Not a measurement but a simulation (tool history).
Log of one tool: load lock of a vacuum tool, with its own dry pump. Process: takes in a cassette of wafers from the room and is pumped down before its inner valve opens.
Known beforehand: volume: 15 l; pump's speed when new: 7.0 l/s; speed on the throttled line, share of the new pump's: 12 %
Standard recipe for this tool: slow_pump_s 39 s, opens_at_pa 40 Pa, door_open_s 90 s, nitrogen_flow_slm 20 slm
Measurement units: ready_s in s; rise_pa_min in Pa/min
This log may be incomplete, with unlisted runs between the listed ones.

| run | hour | slow_pump_s | opens_at_pa | door_open_s | nitrogen_flow_slm | incoming humidity of the room's air, % | ready_s | rise_pa_min |
|---|---|---|---|---|---|---|---|---|
| 1 | 0 | 39 | 40 | 90 | 20 | 43.6 | 51.1 | 0.04 |
| 2 | 283.5 | 74 | 40 | 90 | 20 | 45.3 | 81.7 | 0.039 |
| 3 | 622.2 | 74 | 40 | 90 | 20 | 49.1 | 82.1 | 0.049 |
| 4 | 901.8 | 39 | 40 | 90 | 20 | 45.5 | 51.2 | 0.04 |
| 5 | 1074.5 | 39 | 40 | 90 | 36 | 48.1 | 51.5 | 0.038 |
| 6 | 1359.9 | 39 | 40 | 90 | 36 | 40.8 | 51 | 0.031 |
| 7 | 1654.1 | 39 | 40 | 90 | 36 | 46.4 | 51.2 | 0.034 |
| 8 | 1994.9 | 39 | 40 | 58 | 20 | 38 | 51.1 | 0.03 |
| 9 | 2294 | 39 | 73 | 90 | 20 | 46.1 | 49.4 | 0.043 |
| 10 | 2585.4 | 39 | 40 | 90 | 17 | 44.4 | 51.4 | 0.049 |
| 11 | 2825.2 | 39 | 40 | 90 | 17 | 46.7 | 51.5 | 0.047 |
| 12 | 3031.7 | 39 | 40 | 115 | 17 | 44.8 | 50.6 | 0.046 |
| 13 | 3260 | 39 | 40 | 115 | 17 | 46.5 | 51 | 0.052 |
| 14 | 3608.7 | 39 | 40 | 115 | 17 | 44.8 | 51.3 | 0.054 |
| 15 | 3911.9 | 68 | 40 | 90 | 20 | 48.7 | 76.5 | 0.047 |
| 16 | 4136.8 | 68 | 40 | 90 | 20 | 43.9 | 76 | 0.045 |
| 17 | 4486.3 | 39 | 40 | 90 | 17 | 46.1 | 51.9 | 0.046 |
| 18 | 4826.3 | 39 | 40 | 90 | 17 | 47.1 | 51.5 | 0.047 |
| 19 | 5139.8 | 39 | 40 | 90 | 4 | 47.1 | 51.2 | 0.084 |
| 20 | 5448.4 | 39 | 50 | 90 | 20 | 45.2 | 49.8 | 0.042 |
| 21 | 5671.3 | 39 | 50 | 61 | 20 | 45 | 50.6 | 0.036 |
| 22 | 5881.3 | 39 | 50 | 61 | 20 | 45.1 | 50.7 | 0.034 |
| 23 | 6248.8 | 53 | 52 | 62 | 37 | 46.8 | 62.8 | 0.027 |
| 24 | 6476.1 | 40 | 40 | 90 | 43 | 43.1 | 52.2 | 0.024 |
| 25 | 6799.1 | 50 | 40 | 90 | 12 | 42.8 | 61.1 | 0.053 |
| 26 | 7168.6 | 50 | 40 | 90 | 12 | 46.2 | 61.1 | 0.051 |
| 27 | 7435.6 | 39 | 40 | 35 | 14 | 42.9 | 51.3 | 0.034 |
| 28 | 7765.2 | 74 | 40 | 38 | 20 | 44.2 | 83.4 | 0.031 |
| 29 | 7942.4 | 23 | 40 | 38 | 28 | 43.6 | 37.3 | 0.025 |
| 30 | 8285 | 23 | 40 | 38 | 28 | 46.6 | 37 | 0.026 |
| 31 | 8578.5 | 23 | 40 | 38 | 28 | 45 | 36.9 | 0.026 |
| 32 | 8904 | 29 | 66 | 37 | 11 | 46 | 41.1 | 0.05 |
| 33 | 9059.4 | 29 | 66 | 37 | 11 | 43.1 | 41.2 | 0.04 |
| 34 | 9428.2 | 29 | 66 | 37 | 11 | 45.6 | 41.2 | 0.038 |
| 35 | 9744.3 | 50 | 40 | 35 | 9 | 46.3 | 61 | 0.045 |
| 36 | 10048.6 | 39 | 61 | 120 | 5 | 43.6 | 50.4 | 0.08 |
| 37 | 10273.5 | 39 | 61 | 120 | 5 | 44.7 | 50.3 | 0.083 |

The log once held 2 entries between its listed runs, left out of this copy. Where does each go, and what is different about the tool's unlogged condition between the listed run before it and the listed run after it?
From run 17 to run 18: door's seal changed, seat wiped (hour 4735.4)
  leak at the door's seal, Pa l/s: 0.0023 -> 0.002
From run 35 to run 36: dry pump taken out, an overhauled one fitted (hour 9886.6)
  pump's speed, % of a new pump's: 99.9 -> 100
